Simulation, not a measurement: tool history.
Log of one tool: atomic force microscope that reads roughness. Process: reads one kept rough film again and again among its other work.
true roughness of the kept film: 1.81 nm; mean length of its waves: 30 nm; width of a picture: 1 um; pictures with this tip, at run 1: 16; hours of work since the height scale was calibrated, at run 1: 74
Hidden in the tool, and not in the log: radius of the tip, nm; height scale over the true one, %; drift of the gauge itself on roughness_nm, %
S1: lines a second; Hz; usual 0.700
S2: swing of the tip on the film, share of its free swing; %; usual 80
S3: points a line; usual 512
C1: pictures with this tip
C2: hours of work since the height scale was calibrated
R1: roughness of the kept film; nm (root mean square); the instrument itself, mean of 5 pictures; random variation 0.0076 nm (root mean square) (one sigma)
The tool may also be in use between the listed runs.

{"run": 1, "hour": 0.0, "S1": 0.7, "S2": 80, "S3": 512, "C1": 16, "C2": 74, "R1": 1.616}
{"run": 2, "hour": 5.2, "S1": 0.7, "S2": 64, "S3": 512, "C1": 21, "C2": 77, "R1": 1.674}
{"run": 3, "hour": 15.6, "S1": 0.7, "S2": 64, "S3": 512, "C1": 32, "C2": 83, "R1": 1.657}
{"run": 4, "hour": 20.7, "S1": 0.7, "S2": 65, "S3": 512, "C1": 37, "C2": 86, "R1": 1.664}
{"run": 5, "hour": 26.5, "S1": 0.7, "S2": 65, "S3": 512, "C1": 43, "C2": 89, "R1": 1.652}
{"run": 6, "hour": 37.1, "S1": 0.7, "S2": 65, "S3": 512, "C1": 55, "C2": 95, "R1": 1.636}
{"run": 7, "hour": 45.5, "S1": 0.7, "S2": 65, "S3": 512, "C1": 63, "C2": 100, "R1": 1.623}
{"run": 8, "hour": 50.8, "S1": 0.7, "S2": 65, "S3": 512, "C1": 69, "C2": 103, "R1": 1.622}
{"run": 9, "hour": 55.8, "S1": 0.7, "S2": 80, "S3": 512, "C1": 74, "C2": 106, "R1": 1.565}
{"run": 10, "hour": 66.2, "S1": 0.7, "S2": 80, "S3": 512, "C1": 85, "C2": 112, "R1": 1.553}
{"run": 11, "hour": 74.5, "S1": 0.7, "S2": 80, "S3": 294, "C1": 94, "C2": 117, "R1": 1.522}
{"run": 12, "hour": 81.4, "S1": 0.504, "S2": 80, "S3": 512, "C1": 101, "C2": 121, "R1": 1.563}
{"run": 13, "hour": 90.5, "S1": 0.7, "S2": 80, "S3": 473, "C1": 110, "C2": 126, "R1": 1.522}
{"run": 14, "hour": 100.7, "S1": 0.7, "S2": 80, "S3": 512, "C1": 121, "C2": 132, "R1": 1.522}
{"run": 15, "hour": 111.4, "S1": 0.7, "S2": 80, "S3": 931, "C1": 132, "C2": 138, "R1": 1.513}
{"run": 16, "hour": 121.6, "S1": 0.823, "S2": 80, "S3": 512, "C1": 143, "C2": 143, "R1": 1.488}
{"run": 17, "hour": 132.8, "S1": 0.823, "S2": 80, "S3": 512, "C1": 155, "C2": 150, "R1": 1.478}
{"run": 18, "hour": 143.0, "S1": 0.823, "S2": 80, "S3": 512, "C1": 165, "C2": 156, "R1": 1.469}
{"run": 19, "hour": 153.2, "S1": 0.823, "S2": 80, "S3": 512, "C1": 176, "C2": 162, "R1": 1.462}
{"run": 20, "hour": 163.8, "S1": 0.7, "S2": 80, "S3": 512, "C1": 187, "C2": 168, "R1": 1.48}
{"run": 21, "hour": 172.2, "S1": 0.7, "S2": 80, "S3": 524, "C1": 196, "C2": 172, "R1": 1.456}
{"run": 22, "hour": 180.6, "S1": 0.7, "S2": 80, "S3": 297, "C1": 205, "C2": 177, "R1": 1.436}
{"run": 23, "hour": 186.4, "S1": 0.7, "S2": 80, "S3": 297, "C1": 211, "C2": 181, "R1": 1.436}
{"run": 24, "hour": 196.1, "S1": 0.7, "S2": 80, "S3": 297, "C1": 221, "C2": 186, "R1": 1.436}
{"run": 25, "hour": 204.1, "S1": 1.897, "S2": 74, "S3": 457, "C1": 229, "C2": 191, "R1": 1.352}
{"run": 26, "hour": 213.5, "S1": 1.897, "S2": 74, "S3": 457, "C1": 239, "C2": 196, "R1": 1.343}
{"hour": 219.0, "done": "new tip fitted"}
{"run": 27, "hour": 223.5, "S1": 1.792, "S2": 82, "S3": 512, "C1": 5, "C2": 201, "R1": 1.458}
{"run": 28, "hour": 232.2, "S1": 2.152, "S2": 72, "S3": 602, "C1": 14, "C2": 206, "R1": 1.52}
{"run": 29, "hour": 243.2, "S1": 0.98, "S2": 56, "S3": 370, "C1": 26, "C2": 213, "R1": 1.67}
{"run": 30, "hour": 248.1, "S1": 2.096, "S2": 56, "S3": 370, "C1": 31, "C2": 216, "R1": 1.613}
{"run": 31, "hour": 255.6, "S1": 2.096, "S2": 56, "S3": 370, "C1": 38, "C2": 220, "R1": 1.613}
{"run": 32, "hour": 265.7, "S1": 0.586, "S2": 86, "S3": 765, "C1": 49, "C2": 226, "R1": 1.588}
{"run": 33, "hour": 276.7, "S1": 1.619, "S2": 80, "S3": 674, "C1": 61, "C2": 232, "R1": 1.457}
{"run": 34, "hour": 284.6, "S1": 0.688, "S2": 80, "S3": 348, "C1": 69, "C2": 236, "R1": 1.549}
{"run": 35, "hour": 295.4, "S1": 0.688, "S2": 80, "S3": 348, "C1": 80, "C2": 243, "R1": 1.551}
{"run": 36, "hour": 300.6, "S1": 0.688, "S2": 80, "S3": 348, "C1": 85, "C2": 246, "R1": 1.546}
{"run": 37, "hour": 309.3, "S1": 0.688, "S2": 80, "S3": 348, "C1": 95, "C2": 251, "R1": 1.53}
{"run": 38, "hour": 314.2, "S1": 2.239, "S2": 60, "S3": 512, "C1": 100, "C2": 253, "R1": 1.533}
{"run": 39, "hour": 320.6, "S1": 2.003, "S2": 80, "S3": 512, "C1": 106, "C2": 257, "R1": 1.38}
{"run": 40, "hour": 325.5, "S1": 2.003, "S2": 80, "S3": 512, "C1": 112, "C2": 260, "R1": 1.373}
{"run": 41, "hour": 331.9, "S1": 1.069, "S2": 66, "S3": 871, "C1": 118, "C2": 263, "R1": 1.558}
{"run": 42, "hour": 336.9, "S1": 1.069, "S2": 66, "S3": 871, "C1": 123, "C2": 266, "R1": 1.565}
{"run": 43, "hour": 343.1, "S1": 2.244, "S2": 85, "S3": 512, "C1": 130, "C2": 270, "R1": 1.275}
{"run": 44, "hour": 347.7, "S1": 3.359, "S2": 88, "S3": 512, "C1": 135, "C2": 273, "R1": 1.111}
{"run": 45, "hour": 356.1, "S1": 1.766, "S2": 69, "S3": 512, "C1": 144, "C2": 277, "R1": 1.473}
{"run": 46, "hour": 364.3, "S1": 2.9, "S2": 80, "S3": 512, "C1": 152, "C2": 282, "R1": 1.263}
{"run": 47, "hour": 371.8, "S1": 2.9, "S2": 80, "S3": 512, "C1": 160, "C2": 286, "R1": 1.252}
{"run": 48, "hour": 383.0, "S1": 3.325, "S2": 70, "S3": 296, "C1": 172, "C2": 293, "R1": 1.314}

5 ways to go on from here, each from the tool as it stands after run 48. What would each give?
{"run": "A", "hour": 393.4, "S1": 2.236, "S2": 80, "S3": 512, "C1": 183, "C2": 299, "R1": "?"}
{"run": "B", "hour": 393.4, "S1": 0.962, "S2": 65, "S3": 261, "C1": 183, "C2": 299, "R1": "?"}
{"run": "C", "hour": 393.4, "S1": 0.7, "S2": 78, "S3": 512, "C1": 183, "C2": 299, "R1": "?"}
{"run": "D", "hour": 393.4, "S1": 2.136, "S2": 68, "S3": 260, "C1": 183, "C2": 299, "R1": "?"}
{"run": "E", "hour": 393.4, "S1": 0.879, "S2": 70, "S3": 269, "C1": 183, "C2": 299, "R1": "?"}

run=A R1=1.299
run=B R1=1.494
run=C R1=1.472
run=D R1=1.398
run=E R1=1.485
Without the tool's hidden state the same runs would have given:
run=A R1=1.433
run=B R1=1.650
run=C R1=1.625
run=D R1=1.543
run=E R1=1.640
